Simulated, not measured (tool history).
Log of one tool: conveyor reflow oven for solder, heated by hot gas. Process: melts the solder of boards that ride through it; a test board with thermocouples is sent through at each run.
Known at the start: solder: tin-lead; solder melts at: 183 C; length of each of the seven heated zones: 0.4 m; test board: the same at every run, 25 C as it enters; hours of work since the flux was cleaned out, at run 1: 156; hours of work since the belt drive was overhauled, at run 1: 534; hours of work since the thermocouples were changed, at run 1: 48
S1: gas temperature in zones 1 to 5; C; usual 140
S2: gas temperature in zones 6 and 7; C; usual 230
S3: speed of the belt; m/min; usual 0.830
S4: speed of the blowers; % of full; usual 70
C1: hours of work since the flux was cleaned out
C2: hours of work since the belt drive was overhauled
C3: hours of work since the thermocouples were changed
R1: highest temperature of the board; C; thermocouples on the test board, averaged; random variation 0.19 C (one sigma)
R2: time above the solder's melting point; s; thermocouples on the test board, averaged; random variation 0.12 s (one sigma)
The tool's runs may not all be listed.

Run 1, hour 0.0: usual settings; C1 156; C2 534; C3 48. Result: R1 213.4 C, R2 42.0 s.
Run 2, hour 13.3: usual settings; C1 167; C2 545; C3 59. Result: R1 212.9 C, R2 41.9 s.
Run 3, hour 24.7: usual settings; C1 176; C2 554; C3 68. Result: R1 213.1 C, R2 41.8 s.
Run 4, hour 40.0: usual settings; C1 188; C2 566; C3 80. Result: R1 212.7 C, R2 41.6 s.
Run 5, hour 58.3: usual settings but S4 80 % of full; C1 202; C2 580; C3 94. Result: R1 215.5 C, R2 43.6 s.
At hour 77.8: flux residue cleaned out of gas plates and filters.
Run 6, hour 77.8: usual settings but S1 135 C; C1 0; C2 591; C3 105. Result: R1 213.7 C, R2 41.4 s.
Run 7, hour 90.1: usual settings; C1 10; C2 601; C3 115. Result: R1 215.0 C, R2 43.6 s.
Run 8, hour 106.7: usual settings but S1 146 C; C1 23; C2 614; C3 128. Result: R1 215.6 C, R2 45.7 s.
Run 9, hour 115.9: usual settings but S3 0.912 m/min; C1 30; C2 621; C3 135. Result: R1 211.7 C, R2 37.0 s.
Run 10, hour 131.9: usual settings but S3 0.912 m/min; C1 42; C2 634; C3 148. Result: R1 211.6 C, R2 36.9 s.
Run 11, hour 145.2: usual settings but S3 0.912 m/min; C1 53; C2 644; C3 158. Result: R1 211.5 C, R2 37.0 s.
Run 12, hour 160.8: usual settings but S3 0.674 m/min; C1 65; C2 656; C3 171. Result: R1 219.5 C, R2 58.2 s.
Run 13, hour 178.5: usual settings but S3 0.674 m/min; C1 79; C2 670; C3 184. Result: R1 219.2 C, R2 57.8 s.
Run 14, hour 192.2: usual settings but S3 0.674 m/min; C1 90; C2 681; C3 195. Result: R1 219.0 C, R2 57.9 s.
Run 15, hour 211.5: usual settings but S3 0.674 m/min; C1 105; C2 696; C3 210. Result: R1 219.3 C, R2 57.7 s.
At hour 217.1: belt drive overhauled, speed set with a stopwatch.
Run 16, hour 224.7: usual settings but S4 76 % of full; C1 112; C2 6; C3 218. Result: R1 215.5 C, R2 44.6 s.
Run 17, hour 244.4: usual settings but S4 76 % of full; C1 128; C2 21; C3 233. Result: R1 215.3 C, R2 44.1 s.
At hour 253.8: belt drive overhauled, speed set with a stopwatch, once more.
Run 18, hour 258.1: usual settings but S4 76 % of full; C1 135; C2 3; C3 241. Result: R1 214.4 C, R2 42.4 s.
Run 19, hour 271.0: usual settings but S1 132 C, S3 0.743 m/min, S4 61 % of full; C1 145; C2 14; C3 251. Result: R1 211.9 C, R2 42.5 s.
Run 20, hour 288.8: usual settings but S1 132 C, S3 0.743 m/min, S4 61 % of full; C1 159; C2 27; C3 265. Result: R1 211.8 C, R2 42.5 s.
Run 21, hour 297.0: usual settings but S1 132 C, S3 0.768 m/min, S4 52 % of full; C1 166; C2 34; C3 271. Result: R1 206.9 C, R2 36.1 s.
Run 22, hour 307.8: usual settings but S1 132 C, S3 0.768 m/min, S4 52 % of full; C1 174; C2 42; C3 280. Result: R1 206.7 C, R2 35.8 s.
Run 23, hour 326.4: usual settings but S3 0.734 m/min, S4 66 % of full; C1 189; C2 57; C3 294. Result: R1 214.7 C, R2 48.5 s.
Run 24, hour 346.1: usual settings but S2 235 C, S3 0.734 m/min, S4 55 % of full; C1 204; C2 72; C3 310. Result: R1 214.9 C, R2 47.5 s.
At hour 363.5: flux residue cleaned out of gas plates and filters.
Run 25, hour 363.5: usual settings but S2 235 C, S3 0.734 m/min, S4 50 % of full; C1 0; C2 82; C3 319. Result: R1 214.5 C, R2 47.2 s.
Run 26, hour 375.1: usual settings but S1 147 C, S2 236 C; C1 9; C2 91; C3 329. Result: R1 220.1 C, R2 47.6 s.
Run 27, hour 390.9: usual settings but S1 146 C, S4 56 % of full; C1 22; C2 104; C3 341. Result: R1 210.0 C, R2 40.2 s.
Run 28, hour 400.0: usual settings but S1 146 C, S4 56 % of full; C1 29; C2 111; C3 348. Result: R1 210.0 C, R2 40.1 s.
Run 29, hour 413.6: usual settings but S1 146 C, S4 56 % of full; C1 39; C2 121; C3 359. Result: R1 209.8 C, R2 40.0 s.
Run 30, hour 431.5: usual settings but S2 224 C, S4 90 % of full; C1 53; C2 135; C3 373. Result: R1 212.9 C, R2 42.4 s.
Run 31, hour 446.9: usual settings but S4 78 % of full; C1 65; C2 148; C3 385. Result: R1 215.4 C, R2 43.3 s.

How the hidden state differs across the entries between the runs, from the last listed run before each to the first after it:
Between runs 5 and 6: flux residue cleaned out of gas plates and filters (hour 77.8)
  heat that the gas passes to the board, % of a clean oven's: 91.2 -> 99.9; belt's true speed, % of the reading: 98.26 -> 98.23; true gas temperature in zones 6 and 7 over the reading, C: -0.46 -> -0.49
  measured less the result without the state, R1: -2.2 -> +0.1 C; R2: -0.9 -> +0.9 s
Between runs 15 and 16: belt drive overhauled, speed set with a stopwatch (hour 217.1)
  heat that the gas passes to the board, % of a clean oven's: 95.7 -> 95.4; belt's true speed, % of the reading: 97.93 -> 97.04; true gas temperature in zones 6 and 7 over the reading, C: -0.75 -> -0.77
  measured less the result without the state, R1: -1.0 -> -1.0 C; R2: +0.5 -> +0.7 s
Between runs 17 and 18: belt drive overhauled, speed set with a stopwatch, once more (hour 253.8)
  heat that the gas passes to the board, % of a clean oven's: 94.8 -> 94.5; belt's true speed, % of the reading: 97 -> 100.02; true gas temperature in zones 6 and 7 over the reading, C: -0.81 -> -0.83
  measured less the result without the state, R1: -1.1 -> -2.1 C; R2: +0.6 -> -1.5 s
Between runs 24 and 25: flux residue cleaned out of gas plates and filters (hour 363.5)
  heat that the gas passes to the board, % of a clean oven's: 91.8 -> 99.8; belt's true speed, % of the reading: 99.82 -> 99.8; true gas temperature in zones 6 and 7 over the reading, C: -1 -> -1.02
  measured less the result without the state, R1: -2.5 -> -0.8 C; R2: -2.0 -> -0.5 s

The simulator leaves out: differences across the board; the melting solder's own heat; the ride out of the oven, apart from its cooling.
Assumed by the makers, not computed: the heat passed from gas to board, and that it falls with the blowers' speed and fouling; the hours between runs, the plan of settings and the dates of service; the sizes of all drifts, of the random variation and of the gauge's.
